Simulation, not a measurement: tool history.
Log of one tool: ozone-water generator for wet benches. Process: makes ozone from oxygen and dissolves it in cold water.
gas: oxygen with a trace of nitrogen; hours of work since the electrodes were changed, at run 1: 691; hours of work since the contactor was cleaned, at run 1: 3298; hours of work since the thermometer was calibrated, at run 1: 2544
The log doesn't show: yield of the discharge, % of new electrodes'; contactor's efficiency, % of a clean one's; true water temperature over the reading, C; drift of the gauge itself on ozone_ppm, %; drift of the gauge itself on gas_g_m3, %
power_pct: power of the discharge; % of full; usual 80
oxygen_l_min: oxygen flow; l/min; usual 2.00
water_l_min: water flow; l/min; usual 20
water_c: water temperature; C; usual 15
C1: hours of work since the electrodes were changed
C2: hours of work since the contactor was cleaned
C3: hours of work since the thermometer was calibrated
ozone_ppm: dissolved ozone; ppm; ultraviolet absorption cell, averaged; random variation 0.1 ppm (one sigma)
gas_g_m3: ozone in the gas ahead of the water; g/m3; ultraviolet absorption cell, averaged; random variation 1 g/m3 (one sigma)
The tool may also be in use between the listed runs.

{"run": 1, "hour": 0.0, "power_pct": 80, "oxygen_l_min": 2.0, "water_l_min": 20, "water_c": 15, "C1": 691, "C2": 3298, "C3": 2544, "ozone_ppm": 7.1, "gas_g_m3": 175.5}
{"run": 2, "hour": 29.4, "power_pct": 80, "oxygen_l_min": 2.0, "water_l_min": 20, "water_c": 15, "C1": 717, "C2": 3324, "C3": 2571, "ozone_ppm": 7.1, "gas_g_m3": 174.7}
{"run": 3, "hour": 75.1, "power_pct": 80, "oxygen_l_min": 2.0, "water_l_min": 20, "water_c": 15, "C1": 758, "C2": 3365, "C3": 2612, "ozone_ppm": 7.3, "gas_g_m3": 174.8}
{"run": 4, "hour": 108.9, "power_pct": 80, "oxygen_l_min": 2.0, "water_l_min": 20, "water_c": 9, "C1": 788, "C2": 3395, "C3": 2642, "ozone_ppm": 7.6, "gas_g_m3": 173.3}
{"run": 5, "hour": 170.5, "power_pct": 80, "oxygen_l_min": 2.0, "water_l_min": 20, "water_c": 9, "C1": 843, "C2": 3450, "C3": 2697, "ozone_ppm": 7.6, "gas_g_m3": 173.7}
{"run": 6, "hour": 228.2, "power_pct": 80, "oxygen_l_min": 2.0, "water_l_min": 20, "water_c": 9, "C1": 895, "C2": 3502, "C3": 2749, "ozone_ppm": 7.6, "gas_g_m3": 173.2}
{"run": 7, "hour": 259.2, "power_pct": 80, "oxygen_l_min": 2.0, "water_l_min": 20, "water_c": 15, "C1": 923, "C2": 3530, "C3": 2776, "ozone_ppm": 7.3, "gas_g_m3": 173.3}
{"run": 8, "hour": 319.8, "power_pct": 80, "oxygen_l_min": 2.0, "water_l_min": 22, "water_c": 15, "C1": 977, "C2": 3584, "C3": 2831, "ozone_ppm": 6.3, "gas_g_m3": 174.6}
{"run": 9, "hour": 369.5, "power_pct": 80, "oxygen_l_min": 2.0, "water_l_min": 22, "water_c": 15, "C1": 1022, "C2": 3628, "C3": 2875, "ozone_ppm": 6.3, "gas_g_m3": 174.2}
{"run": 10, "hour": 429.4, "power_pct": 80, "oxygen_l_min": 2.0, "water_l_min": 20, "water_c": 15, "C1": 1075, "C2": 3682, "C3": 2929, "ozone_ppm": 7.4, "gas_g_m3": 171.8}
{"run": 11, "hour": 479.4, "power_pct": 80, "oxygen_l_min": 2.0, "water_l_min": 20, "water_c": 15, "C1": 1120, "C2": 3727, "C3": 2974, "ozone_ppm": 7.2, "gas_g_m3": 174.8}
{"run": 12, "hour": 528.4, "power_pct": 80, "oxygen_l_min": 2.0, "water_l_min": 20, "water_c": 15, "C1": 1164, "C2": 3771, "C3": 3018, "ozone_ppm": 7.2, "gas_g_m3": 174.8}
{"run": 13, "hour": 587.7, "power_pct": 43, "oxygen_l_min": 1.72, "water_l_min": 20, "water_c": 10, "C1": 1217, "C2": 3824, "C3": 3071, "ozone_ppm": 4.0, "gas_g_m3": 112.1}
{"run": 14, "hour": 641.3, "power_pct": 43, "oxygen_l_min": 1.72, "water_l_min": 20, "water_c": 10, "C1": 1265, "C2": 3872, "C3": 3119, "ozone_ppm": 4.1, "gas_g_m3": 110.8}
{"run": 15, "hour": 675.7, "power_pct": 80, "oxygen_l_min": 2.0, "water_l_min": 15, "water_c": 10, "C1": 1296, "C2": 3903, "C3": 3149, "ozone_ppm": 10.6, "gas_g_m3": 171.8}
{"run": 16, "hour": 731.8, "power_pct": 80, "oxygen_l_min": 2.0, "water_l_min": 15, "water_c": 10, "C1": 1346, "C2": 3953, "C3": 3200, "ozone_ppm": 10.5, "gas_g_m3": 172.6}
{"run": 17, "hour": 780.3, "power_pct": 80, "oxygen_l_min": 2.0, "water_l_min": 15, "water_c": 10, "C1": 1389, "C2": 3996, "C3": 3243, "ozone_ppm": 10.5, "gas_g_m3": 172.7}
{"run": 18, "hour": 823.4, "power_pct": 80, "oxygen_l_min": 2.0, "water_l_min": 15, "water_c": 10, "C1": 1428, "C2": 4035, "C3": 3282, "ozone_ppm": 10.6, "gas_g_m3": 172.1}
{"run": 19, "hour": 875.9, "power_pct": 41, "oxygen_l_min": 2.0, "water_l_min": 20, "water_c": 8, "C1": 1475, "C2": 4082, "C3": 3329, "ozone_ppm": 4.2, "gas_g_m3": 99.4}
{"run": 20, "hour": 914.0, "power_pct": 64, "oxygen_l_min": 1.19, "water_l_min": 23, "water_c": 12, "C1": 1509, "C2": 4116, "C3": 3363, "ozone_ppm": 4.0, "gas_g_m3": 183.4}
{"run": 21, "hour": 972.3, "power_pct": 96, "oxygen_l_min": 1.69, "water_l_min": 19, "water_c": 8, "C1": 1561, "C2": 4168, "C3": 3415, "ozone_ppm": 8.6, "gas_g_m3": 215.7}
{"run": 22, "hour": 1015.6, "power_pct": 96, "oxygen_l_min": 1.69, "water_l_min": 19, "water_c": 21, "C1": 1600, "C2": 4207, "C3": 3454, "ozone_ppm": 7.9, "gas_g_m3": 215.0}
{"run": 23, "hour": 1045.7, "power_pct": 96, "oxygen_l_min": 1.69, "water_l_min": 19, "water_c": 21, "C1": 1627, "C2": 4234, "C3": 3481, "ozone_ppm": 8.1, "gas_g_m3": 216.2}
{"run": 24, "hour": 1076.5, "power_pct": 50, "oxygen_l_min": 1.86, "water_l_min": 32, "water_c": 14, "C1": 1655, "C2": 4262, "C3": 3508, "ozone_ppm": 2.4, "gas_g_m3": 120.0}

The same runs without the tool's hidden state, with the same run-to-run variation:
run=1 ozone_ppm=7.5 gas_g_m3=176.9
run=2 ozone_ppm=7.5 gas_g_m3=176.2
run=3 ozone_ppm=7.7 gas_g_m3=176.5
run=4 ozone_ppm=8.0 gas_g_m3=175.0
run=5 ozone_ppm=8.1 gas_g_m3=175.6
run=6 ozone_ppm=8.1 gas_g_m3=175.3
run=7 ozone_ppm=7.7 gas_g_m3=175.5
run=8 ozone_ppm=6.7 gas_g_m3=176.9
run=9 ozone_ppm=6.7 gas_g_m3=176.7
run=10 ozone_ppm=7.9 gas_g_m3=174.5
run=11 ozone_ppm=7.7 gas_g_m3=177.6
run=12 ozone_ppm=7.7 gas_g_m3=177.8
run=13 ozone_ppm=4.3 gas_g_m3=113.2
run=14 ozone_ppm=4.4 gas_g_m3=112.0
run=15 ozone_ppm=11.3 gas_g_m3=175.2
run=16 ozone_ppm=11.3 gas_g_m3=176.2
run=17 ozone_ppm=11.3 gas_g_m3=176.5
run=18 ozone_ppm=11.4 gas_g_m3=176.0
run=19 ozone_ppm=4.5 gas_g_m3=100.6
run=20 ozone_ppm=4.3 gas_g_m3=187.1
run=21 ozone_ppm=9.3 gas_g_m3=221.9
run=22 ozone_ppm=8.6 gas_g_m3=221.3
run=23 ozone_ppm=8.8 gas_g_m3=222.7
run=24 ozone_ppm=2.7 gas_g_m3=122.1
